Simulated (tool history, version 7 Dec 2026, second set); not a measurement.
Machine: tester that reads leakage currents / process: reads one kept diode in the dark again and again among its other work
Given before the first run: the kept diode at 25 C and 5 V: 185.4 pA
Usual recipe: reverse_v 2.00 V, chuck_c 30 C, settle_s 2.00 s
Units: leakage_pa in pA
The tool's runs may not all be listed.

{"run": 1, "hour": 0.0, "reverse_v": 2.0, "chuck_c": 30, "settle_s": 2.0, "leakage_pa": 176.27}
{"run": 2, "hour": 58.5, "reverse_v": 2.0, "chuck_c": 30, "settle_s": 2.0, "leakage_pa": 176.44}
{"run": 3, "hour": 99.6, "reverse_v": 2.0, "chuck_c": 30, "settle_s": 2.0, "leakage_pa": 176.5}
{"run": 4, "hour": 147.3, "reverse_v": 2.0, "chuck_c": 30, "settle_s": 2.0, "leakage_pa": 177.34}
{"run": 5, "hour": 176.0, "reverse_v": 2.0, "chuck_c": 30, "settle_s": 2.0, "leakage_pa": 177.44}
{"run": 6, "hour": 207.0, "reverse_v": 2.0, "chuck_c": 28, "settle_s": 8.95, "leakage_pa": 152.54}
{"run": 7, "hour": 252.5, "reverse_v": 19.24, "chuck_c": 47, "settle_s": 0.69, "leakage_pa": 1606.26}
{"run": 8, "hour": 285.8, "reverse_v": 10.77, "chuck_c": 30, "settle_s": 2.0, "leakage_pa": 381.48}
{"run": 9, "hour": 335.7, "reverse_v": 1.75, "chuck_c": 54, "settle_s": 1.87, "leakage_pa": 830.88}
{"run": 10, "hour": 363.3, "reverse_v": 7.86, "chuck_c": 26, "settle_s": 2.0, "leakage_pa": 247.7}

Forecast each of these 5 alternatives for the next run:
{"run": "A", "hour": 415.7, "reverse_v": 7.86, "chuck_c": 34, "settle_s": 2.0, "leakage_pa": "?"}
{"run": "B", "hour": 415.7, "reverse_v": 4.63, "chuck_c": 27, "settle_s": 0.46, "leakage_pa": "?"}
{"run": "C", "hour": 415.7, "reverse_v": 1.06, "chuck_c": 48, "settle_s": 3.34, "leakage_pa": "?"}
{"run": "D", "hour": 415.7, "reverse_v": 14.0, "chuck_c": 27, "settle_s": 2.0, "leakage_pa": "?"}
{"run": "E", "hour": 415.7, "reverse_v": 9.55, "chuck_c": 30, "settle_s": 6.5, "leakage_pa": "?"}

run=A leakage_pa=440.48
run=B leakage_pa=212.36
run=C leakage_pa=451.61
run=D leakage_pa=348.81
run=E leakage_pa=360.07
Take away the tool's hidden state, keep each run's random variation, and the runs would have read:
run=A leakage_pa=440.54
run=B leakage_pa=212.38
run=C leakage_pa=451.81
run=D leakage_pa=348.69
run=E leakage_pa=360.05
